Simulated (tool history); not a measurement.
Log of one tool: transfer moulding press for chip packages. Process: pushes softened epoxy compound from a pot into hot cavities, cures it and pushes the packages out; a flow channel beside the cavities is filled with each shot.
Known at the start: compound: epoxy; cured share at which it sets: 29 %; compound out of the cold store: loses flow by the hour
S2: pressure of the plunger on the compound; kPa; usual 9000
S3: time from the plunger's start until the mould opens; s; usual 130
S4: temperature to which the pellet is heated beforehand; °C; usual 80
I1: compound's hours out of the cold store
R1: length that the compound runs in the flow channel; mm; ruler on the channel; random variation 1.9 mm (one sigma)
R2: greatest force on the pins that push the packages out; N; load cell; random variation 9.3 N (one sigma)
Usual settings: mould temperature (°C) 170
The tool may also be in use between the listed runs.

run 1 day=0.000 | mould_temperature_(°C)=170 S2=9000 S3=130 S4=80 | I1=14.1 | R1=738 R2=739
-- day=0.829 cavities cleaned with cleaning compound and waxed
run 2 day=0.983 | mould_temperature_(°C)=170 S2=9000 S3=130 S4=80 | I1=13.5 | R1=743 R2=458
run 3 day=1.942 | mould_temperature_(°C)=170 S2=9000 S3=130 S4=80 | I1=8.4 | R1=762 R2=608
run 4 day=2.800 | mould_temperature_(°C)=170 S2=9000 S3=130 S4=80 | I1=12.0 | R1=745 R2=691
run 5 day=3.358 | mould_temperature_(°C)=170 S2=9000 S3=130 S4=80 | I1=45.5 | R1=617 R2=669
-- day=3.500 mould's thermocouples calibrated
run 6 day=4.417 | mould_temperature_(°C)=170 S2=9000 S3=130 S4=80 | I1=26.0 | R1=687 R2=725

Forecast run 7:
-- day=4.529 cavities cleaned with cleaning compound and waxed
run 7 day=5.117 | mould_temperature_(°C)=170 S2=9000 S3=130 S4=80 | I1=19.5 | R1=? R2=?

{"run 7": {"R1": 715, "R2": 522}}
Without the tool's hidden state the same run would have given R1 729 mm, R2 419 N.

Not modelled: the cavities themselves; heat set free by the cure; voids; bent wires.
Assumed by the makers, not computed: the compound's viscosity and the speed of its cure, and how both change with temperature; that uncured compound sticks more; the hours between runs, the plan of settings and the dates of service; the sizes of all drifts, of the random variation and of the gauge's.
